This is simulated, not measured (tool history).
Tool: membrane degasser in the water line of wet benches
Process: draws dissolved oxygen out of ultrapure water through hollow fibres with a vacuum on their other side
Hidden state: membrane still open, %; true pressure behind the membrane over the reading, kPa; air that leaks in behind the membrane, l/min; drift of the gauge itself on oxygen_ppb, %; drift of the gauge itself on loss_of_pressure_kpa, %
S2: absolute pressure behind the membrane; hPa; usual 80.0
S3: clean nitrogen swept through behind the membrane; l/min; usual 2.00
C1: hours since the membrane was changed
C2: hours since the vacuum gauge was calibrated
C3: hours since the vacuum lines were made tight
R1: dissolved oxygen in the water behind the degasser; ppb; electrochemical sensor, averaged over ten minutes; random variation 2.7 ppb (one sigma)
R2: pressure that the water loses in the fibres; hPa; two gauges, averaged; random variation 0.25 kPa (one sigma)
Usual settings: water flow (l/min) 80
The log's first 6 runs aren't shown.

run 7 hour=1043.0 | water_flow_(l/min)=80 S2=80.0 S3=1.80 | C1=8382 C2=1314 C3=3807 | R1=417.8 R2=669.9
run 8 hour=1184.0 | water_flow_(l/min)=80 S2=80.0 S3=3.39 | C1=8523 C2=1455 C3=3948 | R1=255.0 R2=665.3
run 9 hour=1352.6 | water_flow_(l/min)=80 S2=80.0 S3=3.39 | C1=8691 C2=1624 C3=4116 | R1=251.4 R2=665.7
run 10 hour=1475.5 | water_flow_(l/min)=80 S2=80.0 S3=3.39 | C1=8814 C2=1747 C3=4239 | R1=253.0 R2=665.0
run 11 hour=1686.3 | water_flow_(l/min)=80 S2=80.0 S3=3.39 | C1=9025 C2=1957 C3=4450 | R1=254.7 R2=662.7
run 12 hour=1902.2 | water_flow_(l/min)=80 S2=184.9 S3=3.39 | C1=9241 C2=2173 C3=4666 | R1=737.8 R2=664.5
run 13 hour=2157.0 | water_flow_(l/min)=80 S2=184.9 S3=3.39 | C1=9496 C2=2428 C3=4921 | R1=741.3 R2=661.7
run 14 hour=2363.6 | water_flow_(l/min)=108 S2=80.0 S3=2.00 | C1=9702 C2=2635 C3=5127 | R1=514.9 R2=900.4
run 15 hour=2571.9 | water_flow_(l/min)=63 S2=80.0 S3=2.00 | C1=9911 C2=2843 C3=5336 | R1=312.0 R2=523.1
run 16 hour=2719.9 | water_flow_(l/min)=63 S2=80.0 S3=2.00 | C1=10059 C2=2991 C3=5484 | R1=311.3 R2=520.5
run 17 hour=2973.1 | water_flow_(l/min)=80 S2=80.0 S3=4.38 | C1=10312 C2=3244 C3=5737 | R1=203.4 R2=660.6
run 18 hour=3106.9 | water_flow_(l/min)=48 S2=56.7 S3=4.38 | C1=10446 C2=3378 C3=5871 | R1=63.6 R2=394.8
run 19 hour=3328.9 | water_flow_(l/min)=62 S2=80.0 S3=2.89 | C1=10668 C2=3600 C3=6093 | R1=226.9 R2=510.7
run 20 hour=3523.4 | water_flow_(l/min)=62 S2=80.0 S3=2.89 | C1=10862 C2=3794 C3=6287 | R1=227.2 R2=515.2
run 21 hour=3671.4 | water_flow_(l/min)=91 S2=131.6 S3=1.21 | C1=11010 C2=3942 C3=6435 | R1=1170.1 R2=750.1
run 22 hour=3855.2 | water_flow_(l/min)=73 S2=191.8 S3=1.65 | C1=11194 C2=4126 C3=6619 | R1=1234.9 R2=601.9
run 23 hour=4011.0 | water_flow_(l/min)=73 S2=191.8 S3=1.65 | C1=11350 C2=4282 C3=6775 | R1=1231.7 R2=599.1

Forecast run 24:
run 24 hour=4170.8 | water_flow_(l/min)=73 S2=191.8 S3=1.65 | C1=11510 C2=4442 C3=6934 | R1=? R2=?

R1: 1218.0 ppb
R2: 601.9 hPa
Without the tool's hidden state the same run would have given R1 1217.8 ppb, R2 611.3 hPa.
